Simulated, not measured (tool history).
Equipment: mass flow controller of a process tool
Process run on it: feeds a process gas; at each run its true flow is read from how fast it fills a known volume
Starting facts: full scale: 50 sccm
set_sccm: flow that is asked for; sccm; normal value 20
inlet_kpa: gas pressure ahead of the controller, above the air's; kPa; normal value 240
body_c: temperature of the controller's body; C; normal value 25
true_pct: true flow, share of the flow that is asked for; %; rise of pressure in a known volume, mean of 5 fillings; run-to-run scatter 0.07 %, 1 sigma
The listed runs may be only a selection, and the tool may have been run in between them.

run    hour  set_sccm  inlet_kpa  body_c  true_pct
  1       0        20        240      25      97.9
  2     243        20        240      25      97.9
  3   531.8        20        240      25     97.79
  4     712        20        240      25     97.72
  5   952.3        20        240      25     97.65
  6  1137.7        20        240      25     97.71
  7  1273.1        20        240      25     97.43
  8    1574        20        240      25     97.45
  9  1716.2        20        240      25     97.37
 10  2006.6        20        190      25     97.55
 11  2140.2        20        160      25     97.68
 12  2398.5        20        240      25     97.33
 13  2692.2        20        240      25     97.25
 14  2845.1        20        240      25     97.15
 15  3153.9        20        240      25     96.96
 16    3399        20        240      25     97.07
 17    3635        20        240      25     97.11
 18  3957.5        13        240      25     95.93
 19  4252.9        20        274      25     96.69
 20  4516.9        20        274      25     96.51
 21  4822.1        22        274      25     96.62
 22  5084.6        22        274      25     96.65
 23    5358        22        274      25     96.47
 24  5561.2        22        192      25     96.93
 25  5823.8        22        192      25      96.7
 26  6058.5         9        148      24     94.15
 27  6293.6        20        267      31     96.37
 28  6512.8        14        143      20     95.44
 29  6706.2        14        143      20     95.43

What will run 30 give?
 30  6952.3        20        161      25         ?

{"run 30": {"true_pct": 96.31}}
With no hidden state in the tool, this same run would have given true_pct 99.48 %.
